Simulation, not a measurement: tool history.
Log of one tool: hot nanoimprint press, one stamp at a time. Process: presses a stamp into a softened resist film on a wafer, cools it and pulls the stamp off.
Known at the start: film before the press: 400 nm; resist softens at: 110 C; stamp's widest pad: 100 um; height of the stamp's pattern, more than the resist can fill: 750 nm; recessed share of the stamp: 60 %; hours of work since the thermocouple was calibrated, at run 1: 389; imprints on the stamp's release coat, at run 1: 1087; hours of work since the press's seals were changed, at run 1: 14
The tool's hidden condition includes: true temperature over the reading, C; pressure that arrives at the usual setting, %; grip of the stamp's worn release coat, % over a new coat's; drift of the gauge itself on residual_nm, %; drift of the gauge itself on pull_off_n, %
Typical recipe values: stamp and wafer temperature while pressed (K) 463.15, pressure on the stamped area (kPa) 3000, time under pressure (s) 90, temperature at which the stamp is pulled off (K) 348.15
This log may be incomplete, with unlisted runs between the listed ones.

| run | hour | stamp and wafer temperature while pressed (K) | pressure on the stamped area (kPa) | time under pressure (s) | temperature at which the stamp is pulled off (K) | hours of work since the thermocouple was calibrated | imprints on the stamp's release coat | hours of work since the press's seals were changed | resist left under the stamp's widest pad (Å) | greatest force while the stamp is pulled off (N) |
|---|---|---|---|---|---|---|---|---|---|---|
| 1 | 0.0 | 463.15 | 3000 | 90 | 348.15 | 389 | 1087 | 14 | 2307 | 136 |
| 2 | 9.9 | 463.15 | 3000 | 90 | 348.15 | 395 | 1121 | 20 | 2316 | 133 |
| 3 | 18.7 | 463.15 | 4420 | 90 | 348.15 | 399 | 1150 | 24 | 1919 | 138 |
| 4 | 30.2 | 463.15 | 4420 | 90 | 348.15 | 405 | 1189 | 30 | 1920 | 138 |
| 5 | 39.9 | 463.15 | 4420 | 90 | 348.15 | 410 | 1222 | 35 | 1937 | 134 |
| 6 | 50.2 | 458.15 | 4210 | 122 | 355.15 | 416 | 1257 | 41 | 2149 | 125 |
| 7 | 56.8 | 458.15 | 4210 | 122 | 355.15 | 419 | 1279 | 44 | 2146 | 129 |
|  | 60.6 | plate thermocouple calibrated |
| 8 | 69.2 | 463.15 | 1980 | 90 | 340.15 | 4 | 1311 | 49 | 2846 | 155 |
| 9 | 74.2 | 460.15 | 1980 | 117 | 344.15 | 7 | 1328 | 52 | 2912 | 145 |
| 10 | 82.4 | 460.15 | 1980 | 117 | 344.15 | 11 | 1355 | 56 | 2924 | 154 |

Entry by entry between the runs, the difference in hidden state between the last listed run before and the first listed run after:
Between runs 7 and 8: plate thermocouple calibrated (hour 60.6)
  true temperature over the reading, C: -1.44 -> -2.05; pressure that arrives at the usual setting, %: 99.68 -> 99.64; grip of the stamp's worn release coat, % over a new coat's: 10.9 -> 11.2
  what was measured, less what the result would be without the hidden state, resist left under the stamp's widest pad (Å): +117 -> +154; greatest force while the stamp is pulled off (N): +16 -> +20
